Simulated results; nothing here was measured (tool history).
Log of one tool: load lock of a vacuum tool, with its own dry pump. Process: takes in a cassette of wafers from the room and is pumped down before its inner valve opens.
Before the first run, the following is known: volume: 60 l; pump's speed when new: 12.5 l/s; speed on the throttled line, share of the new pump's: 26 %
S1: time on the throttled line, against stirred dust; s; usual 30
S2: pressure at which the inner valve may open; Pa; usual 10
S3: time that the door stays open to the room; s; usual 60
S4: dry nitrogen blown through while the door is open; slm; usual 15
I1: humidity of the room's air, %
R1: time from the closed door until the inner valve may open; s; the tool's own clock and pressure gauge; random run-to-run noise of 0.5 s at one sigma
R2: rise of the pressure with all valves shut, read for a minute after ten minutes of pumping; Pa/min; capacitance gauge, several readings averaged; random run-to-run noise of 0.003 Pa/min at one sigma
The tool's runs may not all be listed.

run 1 hour=0.0 | S1=30 S2=10 S3=60 S4=15 | I1=42.7 | R1=66.4 R2=0.051
run 2 hour=97.5 | S1=30 S2=10 S3=60 S4=15 | I1=45.5 | R1=67.6 R2=0.048
run 3 hour=198.5 | S1=24 S2=10 S3=60 S4=15 | I1=43.7 | R1=61.6 R2=0.049
run 4 hour=286.6 | S1=24 S2=10 S3=60 S4=15 | I1=42.7 | R1=62.5 R2=0.051
run 5 hour=353.6 | S1=24 S2=10 S3=60 S4=15 | I1=44.5 | R1=63.0 R2=0.046
run 6 hour=410.4 | S1=24 S2=10 S3=60 S4=15 | I1=44.7 | R1=62.7 R2=0.051

Run 7 is up next; what results do you expect?
run 7 hour=491.0 | S1=33 S2=10 S3=60 S4=15 | I1=45.1 | R1=? R2=?

Run 7 produced R1 69.2 s, R2 0.048 Pa/min.
With no hidden state in the tool, this same run would have given R1 69.1 s, R2 0.048 Pa/min.

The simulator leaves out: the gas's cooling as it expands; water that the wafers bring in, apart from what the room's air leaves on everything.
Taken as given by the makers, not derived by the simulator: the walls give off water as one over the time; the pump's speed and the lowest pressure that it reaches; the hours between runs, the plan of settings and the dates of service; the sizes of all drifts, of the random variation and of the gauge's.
